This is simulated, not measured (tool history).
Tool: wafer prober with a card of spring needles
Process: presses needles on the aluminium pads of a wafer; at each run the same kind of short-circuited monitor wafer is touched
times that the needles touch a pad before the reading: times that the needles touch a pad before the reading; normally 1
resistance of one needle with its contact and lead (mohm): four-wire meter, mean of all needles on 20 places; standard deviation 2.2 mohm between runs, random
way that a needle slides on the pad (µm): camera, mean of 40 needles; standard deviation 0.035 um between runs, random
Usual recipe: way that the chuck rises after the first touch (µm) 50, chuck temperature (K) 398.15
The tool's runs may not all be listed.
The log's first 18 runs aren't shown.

run	hour	way that the chuck rises after the first touch (µm)	chuck temperature (K)	times that the needles touch a pad before the reading	resistance of one needle with its contact and lead (mohm)	way that a needle slides on the pad (µm)
19	125.2	59	398.15	1	243	14.41
20	133.2	51	315.15	2	225	12.4
# hour 133.9: tips cleaned on abrasive film
21	142.1	51	315.15	2	224	12.4
# hour 149: tips cleaned on abrasive film
22	152	47	351.15	1	234	11.45
23	161	47	351.15	1	235	11.44
# hour 164.2: tips cleaned on abrasive film
24	169.1	47	351.15	1	234	11.46
25	175.1	54	343.15	1	228	13.08
# hour 179.5: tips cleaned on abrasive film
26	179.5	69	365.15	1	227	16.72
27	187.8	53	384.15	1	242	12.82
28	193.3	53	384.15	1	244	12.85
# hour 194.5: tips cleaned on abrasive film
29	200.7	36	384.15	2	254	8.76
# hour 209.6: tips cleaned on abrasive film
30	210.9	50	313.15	2	224	12.11
31	218	31	356.15	1	250	7.5
# hour 225.1: tips cleaned on abrasive film
32	225.8	51	329.15	3	225	12.36
33	233.7	50	398.15	1	246	12.07
# hour 234.2: gauge calibrated
# hour 240.3: tips cleaned on abrasive film
34	240.3	50	398.15	1	245	12.37

Consider 4 possible next runs. They are alternatives, not a sequence: every one starts from the tool as it was left by run 34. What does each give?
A	250.3	37	332.15	2	?	?
B	250.3	38	302.15	1	?	?
C	250.3	32	366.15	2	?	?
D	250.3	46	398.15	1	?	?

run	resistance of one needle with its contact and lead (mohm)	way that a needle slides on the pad (µm)
A	239	9.14
B	228	9.4
C	247	7.91
D	247	11.4
What these runs would have given with no unlogged condition in the tool:
run	resistance of one needle with its contact and lead (mohm)	way that a needle slides on the pad (µm)
A	238	9.15
B	227	9.42
C	247	7.92
D	246	11.42
